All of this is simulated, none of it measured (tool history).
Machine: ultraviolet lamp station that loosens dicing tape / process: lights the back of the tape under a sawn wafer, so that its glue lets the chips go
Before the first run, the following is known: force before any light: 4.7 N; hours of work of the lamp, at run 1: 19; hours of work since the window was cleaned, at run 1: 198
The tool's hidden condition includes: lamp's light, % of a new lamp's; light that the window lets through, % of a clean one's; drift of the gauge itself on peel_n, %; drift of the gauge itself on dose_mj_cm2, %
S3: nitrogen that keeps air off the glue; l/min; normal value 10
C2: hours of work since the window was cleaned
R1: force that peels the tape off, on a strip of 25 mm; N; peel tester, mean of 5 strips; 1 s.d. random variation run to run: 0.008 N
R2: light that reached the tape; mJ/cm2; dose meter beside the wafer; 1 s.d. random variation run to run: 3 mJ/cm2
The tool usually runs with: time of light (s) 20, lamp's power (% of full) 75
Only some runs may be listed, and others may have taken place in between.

{"run": 1, "hour": 0.0, "time of light (s)": 20, "lamp's power (% of full)": 75, "S3": 10, "hours of work of the lamp": 19, "C2": 198, "R1": 0.354, "R2": 412}
{"run": 2, "hour": 5.0, "time of light (s)": 20, "lamp's power (% of full)": 75, "S3": 10, "hours of work of the lamp": 22, "C2": 202, "R1": 0.365, "R2": 406}
{"run": 3, "hour": 9.1, "time of light (s)": 20, "lamp's power (% of full)": 75, "S3": 10, "hours of work of the lamp": 25, "C2": 204, "R1": 0.349, "R2": 402}
{"run": 4, "hour": 14.6, "time of light (s)": 20, "lamp's power (% of full)": 65, "S3": 10, "hours of work of the lamp": 28, "C2": 208, "R1": 0.423, "R2": 351}
{"run": 5, "hour": 20.9, "time of light (s)": 20, "lamp's power (% of full)": 75, "S3": 10, "hours of work of the lamp": 33, "C2": 212, "R1": 0.351, "R2": 401}
{"run": 6, "hour": 26.9, "time of light (s)": 20, "lamp's power (% of full)": 75, "S3": 4, "hours of work of the lamp": 37, "C2": 216, "R1": 0.644, "R2": 401}
{"run": 7, "hour": 33.7, "time of light (s)": 20, "lamp's power (% of full)": 75, "S3": 4, "hours of work of the lamp": 41, "C2": 221, "R1": 0.636, "R2": 397}
{"run": 8, "hour": 40.3, "time of light (s)": 20, "lamp's power (% of full)": 75, "S3": 10, "hours of work of the lamp": 45, "C2": 225, "R1": 0.353, "R2": 396}
{"run": 9, "hour": 47.2, "time of light (s)": 20, "lamp's power (% of full)": 75, "S3": 10, "hours of work of the lamp": 50, "C2": 229, "R1": 0.373, "R2": 398}
{"hour": 51.9, "done": "window cleaned of glue's vapour"}
{"run": 10, "hour": 53.5, "time of light (s)": 20, "lamp's power (% of full)": 75, "S3": 10, "hours of work of the lamp": 54, "C2": 1, "R1": 0.338, "R2": 439}
{"run": 11, "hour": 62.6, "time of light (s)": 20, "lamp's power (% of full)": 75, "S3": 10, "hours of work of the lamp": 60, "C2": 7, "R1": 0.341, "R2": 429}
{"run": 12, "hour": 70.1, "time of light (s)": 20, "lamp's power (% of full)": 75, "S3": 10, "hours of work of the lamp": 65, "C2": 12, "R1": 0.338, "R2": 436}
{"run": 13, "hour": 76.3, "time of light (s)": 20, "lamp's power (% of full)": 75, "S3": 10, "hours of work of the lamp": 69, "C2": 16, "R1": 0.34, "R2": 432}
{"run": 14, "hour": 84.4, "time of light (s)": 25, "lamp's power (% of full)": 75, "S3": 10, "hours of work of the lamp": 74, "C2": 21, "R1": 0.274, "R2": 539}
{"run": 15, "hour": 92.2, "time of light (s)": 25, "lamp's power (% of full)": 75, "S3": 10, "hours of work of the lamp": 79, "C2": 27, "R1": 0.281, "R2": 539}
{"run": 16, "hour": 98.6, "time of light (s)": 25, "lamp's power (% of full)": 75, "S3": 3, "hours of work of the lamp": 83, "C2": 31, "R1": 0.48, "R2": 532}
{"run": 17, "hour": 106.4, "time of light (s)": 14, "lamp's power (% of full)": 68, "S3": 10, "hours of work of the lamp": 89, "C2": 36, "R1": 0.646, "R2": 272}
{"run": 18, "hour": 114.9, "time of light (s)": 11, "lamp's power (% of full)": 68, "S3": 10, "hours of work of the lamp": 94, "C2": 41, "R1": 0.912, "R2": 209}
{"run": 19, "hour": 120.5, "time of light (s)": 33, "lamp's power (% of full)": 77, "S3": 15, "hours of work of the lamp": 98, "C2": 45, "R1": 0.229, "R2": 715}
{"run": 20, "hour": 126.0, "time of light (s)": 33, "lamp's power (% of full)": 96, "S3": 4, "hours of work of the lamp": 101, "C2": 49, "R1": 0.251, "R2": 887}
{"run": 21, "hour": 130.4, "time of light (s)": 33, "lamp's power (% of full)": 96, "S3": 4, "hours of work of the lamp": 104, "C2": 52, "R1": 0.261, "R2": 885}
{"run": 22, "hour": 138.1, "time of light (s)": 20, "lamp's power (% of full)": 75, "S3": 4, "hours of work of the lamp": 109, "C2": 57, "R1": 0.608, "R2": 415}
{"run": 23, "hour": 146.9, "time of light (s)": 20, "lamp's power (% of full)": 75, "S3": 4, "hours of work of the lamp": 115, "C2": 63, "R1": 0.603, "R2": 419}
{"run": 24, "hour": 155.0, "time of light (s)": 38, "lamp's power (% of full)": 85, "S3": 6, "hours of work of the lamp": 120, "C2": 68, "R1": 0.249, "R2": 892}
{"run": 25, "hour": 161.6, "time of light (s)": 34, "lamp's power (% of full)": 99, "S3": 10, "hours of work of the lamp": 125, "C2": 72, "R1": 0.246, "R2": 919}
{"run": 26, "hour": 168.4, "time of light (s)": 23, "lamp's power (% of full)": 99, "S3": 15, "hours of work of the lamp": 129, "C2": 77, "R1": 0.236, "R2": 617}
{"run": 27, "hour": 172.9, "time of light (s)": 31, "lamp's power (% of full)": 75, "S3": 20, "hours of work of the lamp": 132, "C2": 80, "R1": 0.244, "R2": 630}
{"run": 28, "hour": 177.0, "time of light (s)": 31, "lamp's power (% of full)": 76, "S3": 20, "hours of work of the lamp": 135, "C2": 82, "R1": 0.241, "R2": 644}
{"run": 29, "hour": 183.8, "time of light (s)": 31, "lamp's power (% of full)": 76, "S3": 20, "hours of work of the lamp": 139, "C2": 87, "R1": 0.236, "R2": 633}
{"run": 30, "hour": 187.9, "time of light (s)": 31, "lamp's power (% of full)": 76, "S3": 20, "hours of work of the lamp": 142, "C2": 90, "R1": 0.245, "R2": 630}

How would selected steps in R1 from run to run divide? Give the signed amount a tool lacking its hidden state would still show from settings, what came in and random variation, and the signed amount left for the hidden state, including any gauge scatter that is not in both of the compared results.
Run 18 -> 19: time of light (s) 11 -> 33, lamp's power (% of full) 68 -> 77, S3 10 -> 15. R1 -0.683 N: hidden state -0.085, all else -0.598.
Run 21 -> 22: time of light (s) 33 -> 20, lamp's power (% of full) 96 -> 75. R1 +0.347 N: hidden state +0.066, all else +0.281.
Run 23 -> 24: time of light (s) 20 -> 38, lamp's power (% of full) 75 -> 85, S3 4 -> 6. R1 -0.354 N: hidden state -0.074, all else -0.280.
